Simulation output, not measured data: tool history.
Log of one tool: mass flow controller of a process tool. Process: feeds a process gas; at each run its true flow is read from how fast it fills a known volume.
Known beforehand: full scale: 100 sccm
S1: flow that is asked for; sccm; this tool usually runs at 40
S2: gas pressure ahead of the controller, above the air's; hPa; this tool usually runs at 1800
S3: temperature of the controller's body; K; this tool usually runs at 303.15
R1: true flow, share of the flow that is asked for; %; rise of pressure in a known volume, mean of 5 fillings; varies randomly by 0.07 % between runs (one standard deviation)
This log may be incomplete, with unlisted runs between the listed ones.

Run 1, hour 0: usual settings. Result: R1 98.03 %.
Run 2, hour 161.4: usual settings. Result: R1 98 %.
Run 3, hour 443.4: usual settings. Result: R1 98.15 %.
Run 4, hour 628.3: usual settings. Result: R1 98.09 %.
Run 5, hour 872.9: usual settings. Result: R1 98.22 %.
Run 6, hour 1031.7: usual settings. Result: R1 98.19 %.
Run 7, hour 1235.2: usual settings. Result: R1 98.22 %.
Run 8, hour 1503.3: usual settings. Result: R1 98.34 %.
Run 9, hour 1724.8: usual settings. Result: R1 98.52 %.
Run 10, hour 2007.4: usual settings but S3 294.15 K. Result: R1 98.78 %.
Run 11, hour 2196.2: usual settings but S2 1760 hPa. Result: R1 98.48 %.
Run 12, hour 2381.1: usual settings but S2 2110 hPa. Result: R1 98.31 %.
Run 13, hour 2653.1: usual settings but S2 2110 hPa. Result: R1 98.44 %.
Run 14, hour 2979.2: usual settings but S2 2110 hPa. Result: R1 98.6 %.
Run 15, hour 3267.3: usual settings but S2 2110 hPa, S3 313.15 K. Result: R1 98.01 %.
Run 16, hour 3417.6: usual settings but S2 2500 hPa, S3 313.15 K. Result: R1 98.11 %.
Run 17, hour 3687.8: usual settings but S2 2500 hPa, S3 313.15 K. Result: R1 98.21 %.
Run 18, hour 3989.2: usual settings but S3 305.15 K. Result: R1 98.61 %.
Run 19, hour 4221: usual settings but S3 305.15 K. Result: R1 98.72 %.
Run 20, hour 4457.1: usual settings but S3 305.15 K. Result: R1 98.85 %.
Run 21, hour 4632.6: usual settings but S3 305.15 K. Result: R1 98.76 %.
Run 22, hour 4871.3: usual settings but S1 11 sccm. Result: R1 102.04 %.
Run 23, hour 5045.4: usual settings but S1 24 sccm. Result: R1 99.63 %.
Run 24, hour 5271.8: usual settings but S1 16 sccm. Result: R1 100.77 %.
Run 25, hour 5470.3: usual settings but S1 97 sccm, S2 1940 hPa, S3 304.15 K. Result: R1 99.2 %.
Run 26, hour 5798: usual settings but S2 2120 hPa, S3 307.15 K. Result: R1 98.87 %.
Run 27, hour 6084: usual settings but S1 26 sccm, S2 2720 hPa, S3 296.15 K. Result: R1 99.99 %.
Run 28, hour 6404.7: usual settings but S2 1730 hPa, S3 311.15 K. Result: R1 98.8 %.
Run 29, hour 6578.4: usual settings but S1 15 sccm, S3 293.15 K. Result: R1 102.31 %.
Run 30, hour 6742.4: usual settings but S1 15 sccm, S3 293.15 K. Result: R1 102.43 %.
Run 31, hour 6956.2: usual settings but S1 15 sccm, S3 293.15 K. Result: R1 102.38 %.
Run 32, hour 7107.2: usual settings but S1 22 sccm, S3 302.15 K. Result: R1 100.67 %.
Run 33, hour 7360.8: usual settings but S1 14 sccm, S3 300.15 K. Result: R1 102.7 %.
Run 34, hour 7645.9: usual settings but S1 14 sccm, S3 300.15 K. Result: R1 103.02 %.
Run 35, hour 7930.7: usual settings but S1 73 sccm, S2 2330 hPa, S3 298.15 K. Result: R1 99.39 %.
At hour 7950.4: controller exchanged for a calibrated one.
Run 36, hour 8255.8: usual settings but S1 80 sccm, S2 1670 hPa, S3 293.15 K. Result: R1 99.89 %.
Run 37, hour 8513.8: usual settings but S1 80 sccm, S2 1670 hPa, S3 293.15 K. Result: R1 99.86 %.
Run 38, hour 8736.4: usual settings but S1 80 sccm, S2 1670 hPa, S3 299.15 K. Result: R1 99.69 %.
Run 39, hour 9066.5: usual settings but S1 47 sccm, S2 1720 hPa, S3 299.15 K. Result: R1 99.17 %.
Run 40, hour 9310.2: usual settings but S1 47 sccm, S2 1720 hPa, S3 299.15 K. Result: R1 99.14 %.
Run 41, hour 9458.2: usual settings but S2 1500 hPa, S3 305.15 K. Result: R1 98.78 %.
Run 42, hour 9673.1: usual settings but S1 53 sccm, S3 305.15 K. Result: R1 98.94 %.
Run 43, hour 9980.3: usual settings but S1 18 sccm, S2 2600 hPa, S3 294.15 K. Result: R1 99.4 %.
Run 44, hour 10176.4: usual settings but S1 18 sccm, S2 2600 hPa, S3 294.15 K. Result: R1 99.66 %.
Run 45, hour 10389.7: usual settings but S1 54 sccm, S2 2160 hPa, S3 302.15 K. Result: R1 99.25 %.
Run 46, hour 10548.8: usual settings but S1 54 sccm, S2 2160 hPa, S3 302.15 K. Result: R1 99.17 %.
Run 47, hour 10766.9: usual settings but S1 23 sccm, S2 2610 hPa, S3 302.15 K. Result: R1 99.22 %.
Run 48, hour 10910.9: usual settings but S1 23 sccm, S2 2610 hPa, S3 302.15 K. Result: R1 99.31 %.

Below, some changes in R1 between adjacent runs. For each, the amount present without the hidden state too (settings, incoming material, random variation) and the amount remaining for the hidden state with gauge scatter not shared by both compared results:
The tool's hidden condition here consists of: flow at rest that the sensor doesn't see, % of full scale; true flow over the shown one, %; drift of the gauge itself on true_pct, %.
Run 21 -> 22: S1 40 -> 11, S3 305.15 -> 303.15. R1 +3.28 %: hidden state +3.93, all else -0.65.
Run 24 -> 25: S1 16 -> 97, S2 1800 -> 1940, S3 303.15 -> 304.15. R1 -1.57 %: hidden state -3.28, all else +1.71.
Run 28 -> 29: S1 40 -> 15, S2 1730 -> 1800, S3 311.15 -> 293.15. R1 +3.51 %: hidden state +3.2, all else +0.31.
Run 34 -> 35: S1 14 -> 73, S2 1800 -> 2330, S3 300.15 -> 298.15. R1 -3.63 %: hidden state -5, all else +1.37.
